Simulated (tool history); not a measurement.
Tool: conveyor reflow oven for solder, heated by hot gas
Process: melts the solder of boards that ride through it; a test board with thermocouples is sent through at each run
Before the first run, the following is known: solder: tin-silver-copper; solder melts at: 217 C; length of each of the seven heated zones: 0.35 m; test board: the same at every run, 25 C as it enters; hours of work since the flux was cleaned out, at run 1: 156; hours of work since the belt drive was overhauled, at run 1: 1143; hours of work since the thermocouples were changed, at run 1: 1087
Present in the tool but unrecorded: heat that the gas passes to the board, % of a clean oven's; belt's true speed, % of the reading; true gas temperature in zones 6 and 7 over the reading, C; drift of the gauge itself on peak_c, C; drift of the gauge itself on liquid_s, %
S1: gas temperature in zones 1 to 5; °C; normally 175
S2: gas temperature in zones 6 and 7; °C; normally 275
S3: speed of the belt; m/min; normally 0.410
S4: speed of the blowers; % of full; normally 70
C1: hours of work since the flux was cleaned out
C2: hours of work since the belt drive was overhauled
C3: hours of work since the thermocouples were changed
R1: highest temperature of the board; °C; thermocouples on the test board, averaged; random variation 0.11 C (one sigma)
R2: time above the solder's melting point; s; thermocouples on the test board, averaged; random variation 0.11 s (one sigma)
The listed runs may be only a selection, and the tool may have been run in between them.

run    hour   S1   S2     S3  S4   C1    C2    C3     R1     R2
  1     0.0  175  275  0.410  70  156  1143  1087  261.9   89.8
  2    24.1  175  275  0.410  70  171  1159  1102  261.9   89.8
  3    67.5  175  275  0.486  70  199  1187  1130  256.4   70.9
      113.5  -- flux residue cleaned out of gas plates and filters
  4   114.0  175  275  0.486  70    0  1213  1157  257.4   71.8
  5   151.3  175  275  0.486  70   24  1237  1181  257.2   71.7
  6   173.6  175  275  0.410  53   39  1252  1195  259.8   88.1
  7   215.2  175  275  0.412  70   65  1279  1222  261.9   89.9
  8   255.0  175  275  0.412  70   91  1304  1248  261.9   89.9
  9   294.5  175  275  0.410  70  117  1330  1273  261.9   90.3
 10   342.4  175  275  0.410  68  147  1361  1304  261.4   90.1
 11   368.0  175  275  0.410  68  164  1377  1320  261.4   90.2
      384.7  -- belt drive overhauled, speed set with a stopwatch
 12   423.0  175  275  0.410  68  197    25  1353  261.3   90.6
 13   455.9  175  275  0.410  68  218    46  1374  261.3   90.8
      472.2  -- flux residue cleaned out of gas plates and filters
 14   502.5  175  275  0.410  68   20    73  1401  262.0   91.5
 15   533.4  175  283  0.410  70   39    93  1421  269.7   96.4
 16   566.5  172  275  0.333  70   61   114  1442  266.4  116.5
 17   590.3  186  275  0.399  70   76   129  1458  264.0  101.2
      610.2  -- thermocouples of zones 6 and 7 changed
 18   623.4  186  275  0.399  70   96   149     9  266.0  102.3
 19   664.6  171  275  0.410  70  123   176    35  263.6   90.9
      692.7  -- belt drive overhauled, speed set with a stopwatch, once more
 20   718.6  184  275  0.424  88  155    17    67  264.5   89.8
 21   744.1  184  275  0.424  88  171    33    84  264.4   89.8
 22   796.5  184  272  0.371  88  205    67   117  264.5  103.1
 23   826.5  181  285  0.371  88  224    86   137  276.5  108.3
      836.0  -- flux residue cleaned out of gas plates and filters
 24   877.9  181  285  0.371  88   27   116   167  276.9  108.9
 25   915.5  181  285  0.371  88   51   140   191  276.9  108.7
 26   948.4  181  285  0.371  88   72   161   212  276.6  108.9
 27  1002.2  171  271  0.486  62  107   196   247  251.6   62.8
 28  1039.4  165  286  0.361  56  131   220   271  273.3  103.3

Run 29, settings as shown, results not yet in. Your forecast:
 29  1064.4  178  269  0.410  70  147  236  287   ?   ?

Run 29 measured R1 257.3 °C, R2 85.2 s.
If the tool had no hidden condition, the same run with the same run-to-run variation would have returned R1 258.2 °C, R2 85.2 s.
